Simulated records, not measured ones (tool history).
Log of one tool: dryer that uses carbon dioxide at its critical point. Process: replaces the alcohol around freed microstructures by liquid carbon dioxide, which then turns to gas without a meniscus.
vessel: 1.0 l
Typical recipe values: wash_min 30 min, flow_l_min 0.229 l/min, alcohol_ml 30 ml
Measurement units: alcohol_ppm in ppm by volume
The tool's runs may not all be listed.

run	hour	wash_min	flow_l_min	alcohol_ml	alcohol_ppm
1	0	30	0.229	30	340
2	20.7	30	0.229	30	340
3	54.3	30	0.229	37	440
4	81.3	30	0.229	37	428
5	113.3	30	0.229	30	363
6	154.4	30	0.229	30	389
7	178.5	30	0.329	30	105
8	209.7	19	0.229	30	1787
9	249.3	30	0.229	61	737
10	287.6	22	0.229	61	2349
11	309.4	39	0.229	30	153
12	327.8	39	0.229	30	159
# hour 337.6: inlet filter changed
13	356.4	21	0.229	30	918
14	384.2	30	0.229	30	262
15	413.1	30	0.229	114	790
16	439.3	30	0.229	114	803
17	468.3	30	0.229	114	794
18	500.3	30	0.229	114	831
19	522.3	30	0.234	30	275
20	544	30	0.234	30	271
21	580.5	30	0.234	30	270
22	610.5	30	0.234	56	425
23	649.8	31	0.197	76	1022
24	692	31	0.197	76	1050
25	712.6	21	0.19	76	4545
26	737.3	42	0.285	20	104
27	768.8	42	0.285	76	118
28	798.3	37	0.229	30	175
29	831.1	37	0.179	112	1161
30	870.2	37	0.179	112	1181
31	889.5	26	0.202	78	2089
32	924.5	30	0.242	66	497
33	942	30	0.371	113	165
34	975.3	30	0.371	113	155
35	1003.9	30	0.243	30	295
36	1030.4	39	0.157	44	762
37	1056.3	39	0.157	44	747
38	1084.5	39	0.147	44	995
39	1123.1	36	0.229	62	337
40	1148.4	30	0.19	96	2100
41	1190.3	30	0.17	30	1082
42	1210.3	29	0.229	64	834
43	1232.1	29	0.229	22	386

Pick out some run-to-run changes in alcohol_ppm. Of each, how much would a tool without hidden state show as well, from the settings, what came in and chance, and how much is left for the hidden state and any gauge scatter not in both results compared?
Hidden state present: flow that reaches the vessel past the clogged filter, %; alcohol in the recycled carbon dioxide, ppm; drift of the gauge itself on alcohol_ppm, %.
Run 7 -> 8: wash_min 30 -> 19, flow_l_min 0.329 -> 0.229. alcohol_ppm +1682 ppm by volume: hidden state +539, all else +1143.
Run 9 -> 10: wash_min 30 -> 22. alcohol_ppm +1612 ppm by volume: hidden state +557, all else +1055.
Run 10 -> 11: wash_min 22 -> 39, alcohol_ml 61 -> 30. alcohol_ppm -2196 ppm by volume: hidden state -817, all else -1379.
Run 24 -> 25: wash_min 31 -> 21, flow_l_min 0.197 -> 0.19. alcohol_ppm +3495 ppm by volume: hidden state +336, all else +3159.
Run 25 -> 26: wash_min 21 -> 42, flow_l_min 0.19 -> 0.285, alcohol_ml 76 -> 20. alcohol_ppm -4441 ppm by volume: hidden state -477, all else -3964.
